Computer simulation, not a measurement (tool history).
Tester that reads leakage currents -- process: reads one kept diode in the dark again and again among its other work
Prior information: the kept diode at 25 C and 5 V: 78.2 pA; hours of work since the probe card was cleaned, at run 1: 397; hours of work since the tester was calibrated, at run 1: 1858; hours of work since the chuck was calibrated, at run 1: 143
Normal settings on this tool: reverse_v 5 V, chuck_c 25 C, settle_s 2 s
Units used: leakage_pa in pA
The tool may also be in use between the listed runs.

run,hour,reverse_v,chuck_c,settle_s,hours of work since the probe card was cleaned,hours of work since the tester was calibrated,hours of work since the chuck was calibrated,leakage_pa
1,0,5,25,2,397,1858,143,79.22
2,95.1,5,25,2,441,1902,187,78.99
3,190.5,1.89,25,2,484,1946,231,46.45
4,247,1.89,25,2,510,1971,257,46.44
5,304.3,1.89,25,2,537,1998,283,46.23
6,425.6,1.89,25,2,592,2053,338,46.35
7,515.3,1.89,25,2,633,2094,380,46.35
8,583.4,18.78,25,2,665,2126,411,166.72
9,681,18.78,25,2,709,2170,456,165.36
10,784.8,18.78,25,2,757,2218,503,165.44
11,863.8,18.78,25,2,793,2254,539,165.05
12,973.2,18.78,25,2,843,2304,590,164.55
13,1031.4,8.44,25,2,870,2331,616,105.99
14,1081.7,8.44,25,2,893,2354,639,106.4
15,1178.2,8.44,25,2,937,2398,684,105.94
16,1284.7,8.44,25,2,986,2447,732,106.22
17,1356.8,10.77,24,4.14,1019,2480,765,110.29
18,1429.5,20,25,2,1053,2514,799,171.59
# hour 1500.9: chuck's temperature calibrated
19,1517.2,3.23,25,0.95,1092,2553,7,63.05
20,1612.2,5.24,24,1.7,1135,2597,51,74.64
21,1686.3,6.65,27,1.34,1169,2631,85,110.42
22,1760.4,18.12,34,1.18,1203,2665,119,342.98
23,1860.9,3.95,46,6.49,1249,2711,165,376.32

4 options for the next run, each taken on its own from the tool as it stands now. Forecast them:
A,1971.3,1.14,42,0.64,1300,2761,216,?
B,1971.3,3.95,53,3.57,1300,2761,216,?
C,1971.3,6.33,21,5.81,1300,2761,216,?
D,1971.3,11.1,46,6.49,1300,2761,216,?

run,leakage_pa
A,140.94
B,632.5
C,63.08
D,663.71
The same runs, with their run-to-run variation unchanged, on a tool lacking any hidden condition would have given:
run,leakage_pa
A,140.93
B,632.47
C,63.04
D,663.62

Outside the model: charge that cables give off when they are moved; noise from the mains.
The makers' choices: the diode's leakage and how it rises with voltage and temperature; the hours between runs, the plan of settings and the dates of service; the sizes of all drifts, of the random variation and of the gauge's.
